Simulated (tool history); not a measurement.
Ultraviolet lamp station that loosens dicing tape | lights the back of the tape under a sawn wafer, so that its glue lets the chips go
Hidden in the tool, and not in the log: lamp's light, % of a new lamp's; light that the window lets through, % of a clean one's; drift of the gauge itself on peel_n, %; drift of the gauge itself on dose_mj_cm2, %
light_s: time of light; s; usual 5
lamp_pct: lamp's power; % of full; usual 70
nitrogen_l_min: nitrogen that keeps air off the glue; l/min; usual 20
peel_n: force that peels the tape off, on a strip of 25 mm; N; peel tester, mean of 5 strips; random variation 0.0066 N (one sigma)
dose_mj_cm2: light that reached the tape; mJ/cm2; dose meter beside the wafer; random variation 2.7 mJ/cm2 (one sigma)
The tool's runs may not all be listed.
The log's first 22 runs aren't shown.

run    hour  light_s  lamp_pct  nitrogen_l_min  hours of work of the lamp  hours of work since the window was cleaned  peel_n  dose_mj_cm2
 23   917.3        2        93              21                       1403                                          92   1.118          196
 24   962.8        2        93              21                       1424                                         112   1.112          198
 25  1023.9        5        94              25                       1451                                         140   0.092          495
 26  1077.6        8        79              17                       1476                                         164   0.083          675
 27  1105.8        2        79              24                       1488                                         177   1.456          165
 28  1136.0        2        79              24                       1502                                         191   1.463          166
 29  1163.0        5        86              10                       1514                                         203   0.174          455
 30  1197.0        9        81              27                       1529                                         218   0.081          783
 31  1258.9        9        81              27                       1557                                         246   0.085          780
 32  1311.6        2        70               9                       1581                                         270   2.478          148
 33  1345.1        3        81               9                       1596                                         285   0.948          257
 34  1410.2        3        81               9                       1626                                         314   0.917          259
 35  1465.2        5        70              12                       1650                                         339   0.298          371
 36  1514.6        3        62              12                       1673                                         361   1.406          198
     1574.1  -- window cleaned of glue's vapour
 37  1579.3        5        89              10                       1702                                           2   0.174          481
 38  1631.5        5        67              26                       1725                                          26   0.221          358
 39  1661.6        5        67              26                       1739                                          39   0.222          355
 40  1701.6        2        91              25                       1757                                          57   1.061          191
 41  1740.5        7        70              30                       1774                                          75   0.088          520
 42  1795.3        7        68              30                       1799                                         100   0.101          505

Forecast each of these 3 alternatives for the next run:
  A  1822.1        4        68              25                       1811                                         112       ?            ?
  B  1822.1        2        80              28                       1811                                         112       ?            ?
  C  1822.1        2        90              17                       1811                                         112       ?            ?

run  peel_n  dose_mj_cm2
  A   0.399          286
  B   1.347          173
  C   1.279          191
Without the tool's hidden state the same runs would have given:
run  peel_n  dose_mj_cm2
  A   0.397          287
  B   1.342          173
  C   1.273          191
